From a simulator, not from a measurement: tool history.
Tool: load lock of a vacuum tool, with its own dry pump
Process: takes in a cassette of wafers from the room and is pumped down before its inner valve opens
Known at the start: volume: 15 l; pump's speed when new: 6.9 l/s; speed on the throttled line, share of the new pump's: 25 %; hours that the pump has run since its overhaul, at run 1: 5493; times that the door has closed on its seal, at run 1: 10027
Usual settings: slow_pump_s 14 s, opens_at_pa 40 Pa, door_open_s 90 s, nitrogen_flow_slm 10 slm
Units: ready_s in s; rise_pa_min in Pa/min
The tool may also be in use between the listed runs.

run    hour  slow_pump_s  opens_at_pa  door_open_s  nitrogen_flow_slm  hours that the pump has run since its overhaul  times that the door has closed on its seal  incoming humidity of the room's air, %  ready_s  rise_pa_min
  1       0           14           40           90                 10                                            5493                                       10027                                    45.6     28.7        0.137
  2   192.6           14           40           90                 10                                            5685                                       10712                                    42.6       29        0.126
  3   359.1           14           40           90                 10                                            5852                                       11305                                    45.2     28.8        0.148
  4   461.6           14           40           90                 10                                            5954                                       11669                                    45.2     28.8        0.145
  5   628.5           14           40           90                 10                                            6121                                       12263                                    44.3     28.8        0.151
  6   779.1           14           40           90                 10                                            6272                                       12799                                    48.5     28.9        0.156
  7   913.5           14           40           90                 10                                            6406                                       13277                                    43.5     29.2         0.15
  8  1089.8           14           40           90                 10                                            6582                                       13904                                    43.9     28.8        0.153
  9  1214.7           14           40           90                 10                                            6707                                       14348                                    44.5       29        0.162
 10  1391.6           13           40           90                 10                                            6884                                       14978                                    45.7     28.4        0.168
 11  1507.9           15           40           90                 10                                            7001                                       15391                                    46.6     29.8        0.174
 12  1621.8           15           40           90                 10                                            7114                                       15796                                    44.7     30.1        0.165
 13  1760.4           15           40           90                 10                                            7253                                       16290                                    46.1     29.8        0.178
 14  1914.7           14           40          153                 10                                            7407                                       16839                                    47.8     29.2        0.197
 15  2084.2           14           40          153                 10                                            7577                                       17441                                    43.3     28.9        0.194
 16  2271.9           14           40          153                  9                                            7765                                       18109                                      49     29.1         0.21
 17  2438.3           20           40           90                 10                                            7931                                       18701                                    44.8     33.4        0.196
 18  2565.9           20           40           90                 10                                            8059                                       19155                                    41.6     33.5        0.186
 19  2717.3           20           40           90                 10                                            8210                                       19694                                    47.1     33.6        0.197
 20    2912           14           38           70                 42                                            8405                                       20386                                    45.2     29.2        0.174
 21  3090.2           14           40          125                 10                                            8583                                       21020                                    44.5     29.6        0.222
 22    3266           14           40          125                 10                                            8759                                       21645                                    45.7     29.4        0.223
 23  3443.1           25           58          125                 10                                            8936                                       22275                                    43.2     36.5        0.225
 24  3527.3           22           40           90                 10                                            9020                                       22575                                    44.8     35.3        0.221
 25  3706.7           19           40           65                 10                                            9199                                       23213                                    46.6     33.2        0.228
 26  3836.2            9           40          225                 10                                            9329                                       23674                                    45.8     26.1        0.264
 27  3963.2           11           40          225                  5                                            9456                                       24126                                    46.4     27.5        0.276
     4003.2  -- dry pump taken out, an overhauled one fitted
 28  4109.4           18           58           90                 10                                             106                                       24624                                      48     29.9        0.255
 29  4203.3            7           58           90                 10                                             200                                       24958                                    42.9     21.8        0.237
 30  4302.9           14           39           31                  9                                             300                                       25313                                      50     27.9        0.233
 31  4414.4           20           75          147                 20                                             411                                       25709                                    46.9     30.8        0.252
 32  4551.8            8           75          147                 20                                             549                                       26198                                    47.5     22.1        0.252
 33    4744            8           38          147                 20                                             741                                       26882                                    46.3     23.4        0.262
 34  4865.7            8           74          142                 20                                             862                                       27314                                    45.4     21.9         0.26
 35  5047.7           14           40           90                  4                                            1045                                       27962                                      43     28.1        0.275
 36  5225.9           12           31           63                 10                                            1223                                       28596                                    46.3       27        0.264
 37  5323.5           12           31           63                 10                                            1320                                       28943                                      49     27.1        0.279

Measured less the same run without the tool's hidden state. The same run-to-run variation is in both; the gauge's scatter may not be:
The hidden state here: pump's speed, % of a new pump's; leak at the door's seal, Pa l/s; drift of the gauge itself on ready_s, %; drift of the gauge itself on rise_pa_min, %.
run  ready_s  rise_pa_min
  1     +1.1       +0.049
  2     +1.2       +0.052
  3     +1.2       +0.057
  4     +1.2       +0.059
  5     +1.2       +0.062
  6     +1.2       +0.066
  7     +1.3       +0.068
  8     +1.3       +0.072
  9     +1.3       +0.076
 10     +1.4       +0.079
 11     +1.3       +0.084
 12     +1.4       +0.083
 13     +1.5       +0.088
 14     +1.5       +0.093
 15     +1.5       +0.097
 16     +1.5         +0.1
 17     +1.4       +0.107
 18     +1.4        +0.11
 19     +1.5       +0.112
 20     +1.7        +0.12
 21     +1.8       +0.126
 22     +1.8        +0.13
 23     +1.3       +0.135
 24     +1.6       +0.136
 25     +1.7       +0.145
 26     +2.1       +0.148
 27       +2        +0.15
 28     +0.1       +0.157
 29     +0.1        +0.16
 30     +0.1       +0.162
 31     +0.1       +0.169
 32     +0.1       +0.169
 33     +0.2       +0.176
 34     +0.2       +0.181
 35     +0.3       +0.187
 36     +0.3       +0.189
 37     +0.4       +0.196
